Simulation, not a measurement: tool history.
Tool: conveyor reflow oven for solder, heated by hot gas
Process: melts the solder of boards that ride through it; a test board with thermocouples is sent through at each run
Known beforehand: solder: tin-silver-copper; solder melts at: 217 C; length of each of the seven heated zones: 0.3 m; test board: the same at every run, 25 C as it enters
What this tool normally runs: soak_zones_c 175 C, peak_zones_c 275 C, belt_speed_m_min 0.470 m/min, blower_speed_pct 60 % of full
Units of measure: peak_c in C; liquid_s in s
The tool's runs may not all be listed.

run   hour  soak_zones_c  peak_zones_c  belt_speed_m_min  blower_speed_pct  peak_c  liquid_s
  1    0.0           175           275             0.470                60   255.2      59.4
  2   16.9           175           275             0.470                60   254.9      59.3
  3   32.0           175           275             0.470                60   254.5      59.4
  4   55.7           175           275             0.470                60   254.3      59.3
  5   74.7           175           275             0.470                60   254.2      59.2
  6   92.8           175           275             0.470                60   254.8      59.2
  7  103.0           175           275             0.470                60   253.9      59.2
  8  112.5           175           275             0.470                60   254.0      59.1
  9  130.8           175           275             0.470                60   254.0      58.7
 10  151.1           175           275             0.470                60   254.1      59.0
 11  161.0           175           275             0.470                63   255.2      59.7
 12  184.0           175           275             0.423                60   257.5      68.6
 13  207.4           175           275             0.423                60   257.5      68.6
 14  223.1           175           275             0.423                60   257.1      68.5
 15  241.2           185           275             0.423                60   258.8      73.7
 16  256.5           185           275             0.423                60   258.4      74.1
     262.9  -- flux residue cleaned out of gas plates and filters
 17  280.0           185           275             0.423                60   258.5      73.9
 18  303.1           185           275             0.423                60   258.3      73.5
 19  320.4           185           275             0.423                60   258.7      73.6
 20  335.1           161           275             0.423                60   254.5      61.0
     347.0  -- flux residue cleaned out of gas plates and filters, once more
 21  355.7           176           275             0.462                63   256.4      62.7
 22  378.4           175           285             0.401                55   267.2      79.1
 23  398.1           175           285             0.401                55   266.5      79.2
 24  408.4           175           275             0.504                60   252.1      53.0
 25  430.3           188           282             0.504                60   260.6      63.5
 26  441.9           162           275             0.457                60   252.9      55.9
 27  456.0           189           265             0.438                89   255.5      72.8
 28  468.0           170           275             0.470                60   253.2      56.7
 29  483.3           170           275             0.470                60   253.3      56.8
 30  504.6           175           280             0.397                55   262.0      77.0

Predict each of these 5 candidate next runs independently; none follows another, all start after run 30:
  A  522.2           175           275             0.463                52       ?         ?
  B  522.2           181           275             0.470                60       ?         ?
  C  522.2           175           280             0.393                55       ?         ?
  D  522.2           175           275             0.470                79       ?         ?
  E  522.2           175           275             0.470                69       ?         ?

run  peak_c  liquid_s
  A   251.3      57.3
  B   255.0      62.1
  C   262.2      78.2
  D   259.1      63.6
  E   256.7      61.6
The same runs, with their run-to-run variation unchanged, on a tool lacking any hidden condition would have given:
run  peak_c  liquid_s
  A   254.1      58.8
  B   257.9      63.2
  C   265.3      79.1
  D   262.4      64.6
  E   259.9      62.7
